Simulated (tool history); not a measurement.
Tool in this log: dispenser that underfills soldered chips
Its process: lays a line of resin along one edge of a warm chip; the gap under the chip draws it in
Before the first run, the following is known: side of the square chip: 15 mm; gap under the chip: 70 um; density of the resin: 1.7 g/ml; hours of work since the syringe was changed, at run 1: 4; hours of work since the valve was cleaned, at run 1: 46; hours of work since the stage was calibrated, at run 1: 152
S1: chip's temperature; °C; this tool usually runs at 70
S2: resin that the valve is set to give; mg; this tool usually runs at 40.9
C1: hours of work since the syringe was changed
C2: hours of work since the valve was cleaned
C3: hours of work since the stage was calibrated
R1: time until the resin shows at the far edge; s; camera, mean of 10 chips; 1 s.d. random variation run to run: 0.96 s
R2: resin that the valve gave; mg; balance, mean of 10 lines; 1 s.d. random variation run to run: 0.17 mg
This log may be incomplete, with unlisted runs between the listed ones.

Run 1, day 0.000: usual settings; C1 4; C2 46; C3 152. Result: R1 123.1 s, R2 39.84 mg.
Run 2, day 0.104: usual settings; C1 6; C2 48; C3 154. Result: R1 143.7 s, R2 39.74 mg.
At day 0.300: new syringe of resin.
Run 3, day 0.329: usual settings; C1 0; C2 52; C3 158. Result: R1 100.0 s, R2 39.45 mg.
Run 4, day 0.521: usual settings but S1 73 °C; C1 4; C2 55; C3 161. Result: R1 116.7 s, R2 39.14 mg.
Run 5, day 0.638: usual settings; C1 6; C2 57; C3 163. Result: R1 150.3 s, R2 39.29 mg.
At day 0.792: new syringe of resin.
Run 6, day 0.792: usual settings but S1 63 °C; C1 0; C2 60; C3 166. Result: R1 119.5 s, R2 39.37 mg.
Run 7, day 0.979: usual settings but S1 71 °C, S2 46.2 mg; C1 3; C2 63; C3 169. Result: R1 114.4 s, R2 44.28 mg.
Run 8, day 1.171: usual settings but S1 71 °C, S2 46.2 mg; C1 7; C2 67; C3 172. Result: R1 149.9 s, R2 44.50 mg.
At day 1.296: new syringe of resin.
Run 9, day 1.408: usual settings but S2 46.9 mg; C1 2; C2 71; C3 176. Result: R1 107.2 s, R2 44.43 mg.

Run 10 comes next. What will it give?
Run 10, day 1.571: usual settings but S1 69 °C, S2 45.7 mg; C1 5; C2 74; C3 179. Result: R1 ?, R2 ?.

R1: 140.1 s
R2: 43.71 mg
With the hidden condition absent and the run-to-run variation left alone, this run would have shown R1 94.2 s, R2 45.81 mg.

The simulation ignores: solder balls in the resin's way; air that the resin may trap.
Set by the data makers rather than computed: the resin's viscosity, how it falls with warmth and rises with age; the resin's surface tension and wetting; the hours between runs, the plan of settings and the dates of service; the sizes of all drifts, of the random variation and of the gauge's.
